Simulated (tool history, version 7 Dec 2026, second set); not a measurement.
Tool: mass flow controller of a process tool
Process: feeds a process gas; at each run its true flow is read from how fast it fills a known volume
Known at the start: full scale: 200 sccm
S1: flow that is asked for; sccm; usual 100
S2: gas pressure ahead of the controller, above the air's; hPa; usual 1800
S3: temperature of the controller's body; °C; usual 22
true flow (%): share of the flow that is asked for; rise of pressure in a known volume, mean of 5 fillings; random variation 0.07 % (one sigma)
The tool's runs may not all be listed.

Run 1, day 0: usual settings. Result: true flow (%) 99.03.
Run 2, day 5.567: usual settings. Result: true flow (%) 99.05.
Run 3, day 12.867: usual settings. Result: true flow (%) 98.94.
Run 4, day 20.633: usual settings. Result: true flow (%) 98.81.
Run 5, day 25.612: usual settings. Result: true flow (%) 98.7.
Run 6, day 33.296: usual settings. Result: true flow (%) 98.71.
Run 7, day 42.058: usual settings. Result: true flow (%) 98.66.
Run 8, day 46.688: usual settings. Result: true flow (%) 98.46.
Run 9, day 50.583: usual settings. Result: true flow (%) 98.55.
Run 10, day 58.242: usual settings. Result: true flow (%) 98.42.
Run 11, day 63.812: usual settings. Result: true flow (%) 98.4.
Run 12, day 69.029: usual settings. Result: true flow (%) 98.36.

The next listed run, before its measurement:
Run 13, day 73.446: usual settings. Result: true flow (%) ?.

{"run 13": {"true flow (%)": 98.15}}
Without the tool's hidden state the same run would have given true flow (%) 98.86.
